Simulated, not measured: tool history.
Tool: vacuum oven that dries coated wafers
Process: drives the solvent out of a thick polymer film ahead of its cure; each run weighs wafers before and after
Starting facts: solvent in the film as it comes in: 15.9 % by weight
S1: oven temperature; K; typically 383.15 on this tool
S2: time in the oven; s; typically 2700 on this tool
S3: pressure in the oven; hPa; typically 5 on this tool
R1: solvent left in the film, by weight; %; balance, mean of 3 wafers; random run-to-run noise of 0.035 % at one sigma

| run | hour | S1 | S2 | S3 | R1 |
|---|---|---|---|---|---|
| 1 | 0 | 383.15 | 2700 | 5 | 3.36 |
| 2 | 54.7 | 378.15 | 2700 | 5 | 4.37 |
| 3 | 83.2 | 378.15 | 2700 | 5 | 4.34 |
| 4 | 116.4 | 384.15 | 2700 | 5 | 3.13 |
|  | 121.4 | oven's thermocouples calibrated |
| 5 | 174.8 | 391.15 | 2700 | 5 | 1.95 |
| 6 | 232.3 | 391.15 | 4200 | 5 | 0.7 |
| 7 | 291.6 | 375.15 | 2700 | 18.74 | 5.38 |
| 8 | 325.1 | 375.15 | 2700 | 18.74 | 5.32 |
| 9 | 384.4 | 375.15 | 2700 | 18.74 | 5.48 |
| 10 | 444.7 | 375.15 | 2700 | 18.74 | 5.42 |

Run 11 has not been measured yet. What should we expect?
|  | 463.9 | oven's thermocouples calibrated, once more |
| 11 | 485.4 | 375.15 | 2700 | 18.74 | ? |

R1: 4.97 %
Take away the tool's hidden state, keep the run-to-run variation as it was, and the same run would have given R1 4.88 %.
